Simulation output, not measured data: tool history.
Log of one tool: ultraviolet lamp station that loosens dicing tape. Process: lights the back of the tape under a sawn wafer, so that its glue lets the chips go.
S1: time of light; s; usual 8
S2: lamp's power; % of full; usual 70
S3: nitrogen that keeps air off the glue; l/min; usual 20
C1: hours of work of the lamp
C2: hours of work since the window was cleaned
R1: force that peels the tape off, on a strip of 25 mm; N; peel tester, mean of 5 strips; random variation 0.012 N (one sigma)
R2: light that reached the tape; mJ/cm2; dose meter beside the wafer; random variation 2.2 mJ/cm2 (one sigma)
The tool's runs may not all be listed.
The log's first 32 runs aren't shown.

| run | hour | S1 | S2 | S3 | C1 | C2 | R1 | R2 |
|---|---|---|---|---|---|---|---|---|
| 33 | 210.4 | 10 | 90 | 12 | 263 | 116 | 0.371 | 292 |
| 34 | 216.9 | 11 | 70 | 20 | 267 | 120 | 0.344 | 249 |
| 35 | 225.6 | 11 | 70 | 20 | 272 | 126 | 0.342 | 245 |
| 36 | 232.4 | 10 | 70 | 20 | 277 | 130 | 0.444 | 227 |
| 37 | 240.7 | 10 | 70 | 20 | 282 | 135 | 0.455 | 222 |
| 38 | 247.6 | 5 | 70 | 14 | 286 | 140 | 1.900 | 113 |
| 39 | 251.9 | 13 | 85 | 10 | 289 | 142 | 0.280 | 350 |
| 40 | 257.9 | 10 | 70 | 8 | 293 | 146 | 0.974 | 224 |
| 41 | 262.7 | 8 | 70 | 15 | 296 | 149 | 0.908 | 182 |
| 42 | 271.0 | 8 | 70 | 15 | 301 | 154 | 0.946 | 178 |
| 43 | 276.4 | 8 | 73 | 8 | 304 | 158 | 1.279 | 184 |
| 44 | 282.5 | 8 | 70 | 22 | 308 | 162 | 0.682 | 175 |
| 45 | 289.3 | 14 | 82 | 34 | 312 | 166 | 0.082 | 366 |

3 ways to go on from here, each from the tool as it stands after run 45. What would each give?
| A | 296.1 | 4 | 69 | 9 | 317 | 170 | ? | ? |
| B | 296.1 | 6 | 63 | 38 | 317 | 170 | ? | ? |
| C | 296.1 | 14 | 82 | 38 | 317 | 170 | ? | ? |

| run | R1 | R2 |
|---|---|---|
| A | 2.947 | 88 |
| B | 1.132 | 118 |
| C | 0.085 | 362 |
Without the tool's hidden state the same runs would have given:
| run | R1 | R2 |
|---|---|---|
| A | 2.625 | 101 |
| B | 0.881 | 136 |
| C | 0.070 | 415 |
